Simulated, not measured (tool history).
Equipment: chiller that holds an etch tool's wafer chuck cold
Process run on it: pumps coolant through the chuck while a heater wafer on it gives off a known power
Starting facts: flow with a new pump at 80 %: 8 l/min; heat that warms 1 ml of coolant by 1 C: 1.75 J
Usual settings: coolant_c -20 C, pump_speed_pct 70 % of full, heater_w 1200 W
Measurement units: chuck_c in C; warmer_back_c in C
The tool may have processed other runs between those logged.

run,hour,coolant_c,pump_speed_pct,heater_w,chuck_c,warmer_back_c
1,0.0,-20,70,1200,-2.9,5.97
2,141.3,-20,70,1200,-2.8,5.99
3,339.2,-20,70,1200,-2.9,5.97
4,537.4,-20,70,1200,-3.1,5.98
5,696.8,-20,94,1200,-6.5,4.28
6,822.2,-20,94,1200,-6.6,4.35
7,1017.2,-20,70,1200,-3.0,6.00
8,1147.4,-20,70,1200,-2.7,5.97
9,1329.4,-29,70,1200,-12.0,5.95
10,1509.2,-20,70,1200,-3.0,5.95
11,1666.7,-20,70,1202,-3.0,5.94
12,1757.0,-20,70,1202,-2.7,5.97
13,1852.7,-20,70,1202,-2.9,5.96
14,2041.1,-20,65,1202,-1.9,6.50
15,2249.3,-15,68,1711,10.2,8.78
16,2375.2,-20,69,1405,0.3,7.15
17,2464.5,-20,69,1405,0.1,7.12
# hour 2592.5: chiller's thermometer calibrated
18,2666.6,-20,69,1405,0.4,7.06
19,2824.5,-25,75,614,-16.7,2.82
20,3014.4,-25,75,614,-16.7,2.84
21,3140.8,-27,73,1728,-3.2,8.21
22,3245.4,-20,62,1236,-0.6,6.99
23,3439.9,-20,62,1236,-0.7,7.05
24,3645.7,-16,70,635,-7.1,3.19
25,3836.4,-16,70,635,-6.9,3.20
# hour 3894.6: coolant changed, channels flushed
26,4021.2,-16,70,635,-7.0,3.11
27,4199.8,-16,61,1724,11.5,9.89

What if the next run were any one of these 4? Each begins from the tool's condition after run 27:
A,4387.9,-29,66,868,?,?
B,4387.9,-20,70,1628,?,?
C,4387.9,-14,71,1200,?,?
D,4387.9,-20,70,662,?,?

run,chuck_c,warmer_back_c
A,-16.1,4.60
B,3.3,8.12
C,2.9,5.89
D,-10.6,3.31
Had the tool no hidden state, the same runs would have come out as:
run,chuck_c,warmer_back_c
A,-16.1,4.60
B,3.3,8.12
C,2.9,5.89
D,-10.6,3.31
